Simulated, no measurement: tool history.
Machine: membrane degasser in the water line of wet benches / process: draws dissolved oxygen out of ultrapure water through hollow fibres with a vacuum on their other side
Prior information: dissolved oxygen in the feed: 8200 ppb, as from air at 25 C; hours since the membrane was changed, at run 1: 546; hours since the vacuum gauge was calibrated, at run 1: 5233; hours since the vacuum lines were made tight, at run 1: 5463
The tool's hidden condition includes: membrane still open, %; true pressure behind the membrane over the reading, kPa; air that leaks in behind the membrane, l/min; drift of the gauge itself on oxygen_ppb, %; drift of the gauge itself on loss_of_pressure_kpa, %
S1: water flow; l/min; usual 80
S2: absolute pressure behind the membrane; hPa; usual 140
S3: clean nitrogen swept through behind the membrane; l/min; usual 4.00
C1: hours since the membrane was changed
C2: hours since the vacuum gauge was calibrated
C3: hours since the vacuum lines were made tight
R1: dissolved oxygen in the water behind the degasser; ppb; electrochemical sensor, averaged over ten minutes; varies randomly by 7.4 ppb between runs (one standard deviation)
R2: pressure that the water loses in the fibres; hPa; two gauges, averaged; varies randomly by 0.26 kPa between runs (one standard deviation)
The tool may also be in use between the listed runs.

| run | hour | S1 | S2 | S3 | C1 | C2 | C3 | R1 | R2 |
|---|---|---|---|---|---|---|---|---|---|
| 1 | 0.0 | 80 | 140 | 4.00 | 546 | 5233 | 5463 | 746.5 | 694.7 |
| 2 | 84.9 | 80 | 140 | 4.00 | 630 | 5318 | 5548 | 738.7 | 695.9 |
| 3 | 169.8 | 80 | 140 | 4.00 | 715 | 5403 | 5633 | 724.8 | 689.8 |
| 4 | 248.1 | 80 | 140 | 1.91 | 794 | 5481 | 5711 | 1063.6 | 694.2 |
| 5 | 304.5 | 80 | 140 | 1.91 | 850 | 5537 | 5768 | 1098.1 | 695.6 |
| 6 | 370.8 | 80 | 140 | 9.62 | 916 | 5604 | 5834 | 505.4 | 694.4 |
|  | 421.7 | vacuum gauge calibrated |
| 7 | 435.4 | 80 | 140 | 9.62 | 980 | 14 | 5898 | 500.6 | 697.8 |
| 8 | 521.4 | 80 | 140 | 9.62 | 1066 | 100 | 5984 | 505.3 | 692.7 |
| 9 | 604.6 | 80 | 140 | 9.62 | 1150 | 183 | 6067 | 508.1 | 692.3 |
| 10 | 686.3 | 80 | 140 | 3.07 | 1231 | 265 | 6149 | 826.5 | 690.0 |
| 11 | 723.2 | 80 | 140 | 4.00 | 1268 | 302 | 6186 | 734.3 | 696.2 |
| 12 | 758.0 | 94 | 140 | 4.00 | 1303 | 336 | 6221 | 878.7 | 818.9 |
| 13 | 823.3 | 80 | 140 | 9.88 | 1368 | 402 | 6286 | 497.7 | 698.5 |
| 14 | 870.3 | 80 | 98 | 9.88 | 1415 | 449 | 6333 | 432.1 | 692.9 |
| 15 | 927.7 | 80 | 98 | 5.19 | 1473 | 506 | 6390 | 526.2 | 695.9 |
| 16 | 993.1 | 80 | 153 | 4.00 | 1538 | 571 | 6456 | 783.8 | 696.4 |
| 17 | 1076.4 | 72 | 216 | 1.73 | 1621 | 655 | 6539 | 1508.5 | 624.2 |
| 18 | 1139.7 | 74 | 265 | 2.10 | 1685 | 718 | 6602 | 1609.1 | 644.1 |
| 19 | 1201.0 | 93 | 265 | 6.81 | 1746 | 779 | 6664 | 1019.2 | 807.1 |
| 20 | 1246.8 | 63 | 96 | 10.07 | 1792 | 825 | 6709 | 306.1 | 544.0 |
| 21 | 1281.5 | 66 | 140 | 11.24 | 1827 | 860 | 6744 | 361.1 | 573.8 |
| 22 | 1366.7 | 88 | 179 | 1.96 | 1912 | 945 | 6829 | 1412.1 | 763.9 |
| 23 | 1423.7 | 50 | 131 | 7.14 | 1969 | 1002 | 6886 | 293.6 | 436.1 |
| 24 | 1479.6 | 80 | 140 | 1.89 | 2025 | 1058 | 6942 | 1089.7 | 695.2 |
| 25 | 1525.1 | 90 | 115 | 1.73 | 2070 | 1103 | 6988 | 1063.2 | 785.6 |
| 26 | 1572.6 | 80 | 241 | 2.88 | 2118 | 1151 | 7035 | 1348.0 | 694.8 |
| 27 | 1613.7 | 80 | 152 | 4.00 | 2159 | 1192 | 7076 | 774.5 | 689.6 |
| 28 | 1653.5 | 103 | 299 | 3.46 | 2199 | 1232 | 7116 | 1776.8 | 892.1 |
| 29 | 1716.4 | 79 | 299 | 2.29 | 2261 | 1295 | 7179 | 1794.3 | 683.0 |
| 30 | 1756.9 | 104 | 299 | 2.29 | 2302 | 1335 | 7219 | 2246.6 | 906.9 |

Here are 5 independent what-if runs from the current tool condition. What would each one return?
| A | 1827.1 | 104 | 299 | 8.07 | 2372 | 1405 | 7290 | ? | ? |
| B | 1827.1 | 114 | 299 | 10.89 | 2372 | 1405 | 7290 | ? | ? |
| C | 1827.1 | 80 | 95 | 4.06 | 2372 | 1405 | 7290 | ? | ? |
| D | 1827.1 | 70 | 207 | 2.09 | 2372 | 1405 | 7290 | ? | ? |
| E | 1827.1 | 76 | 299 | 2.86 | 2372 | 1405 | 7290 | ? | ? |

| run | R1 | R2 |
|---|---|---|
| A | 1132.0 | 904.1 |
| B | 1066.0 | 989.8 |
| C | 554.6 | 692.7 |
| D | 1285.1 | 609.9 |
| E | 1538.7 | 661.2 |
Without the tool's hidden state the same runs would have given:
| run | R1 | R2 |
|---|---|---|
| A | 1131.6 | 903.9 |
| B | 1065.7 | 989.6 |
| C | 554.3 | 692.6 |
| D | 1284.9 | 609.7 |
| E | 1538.5 | 661.0 |
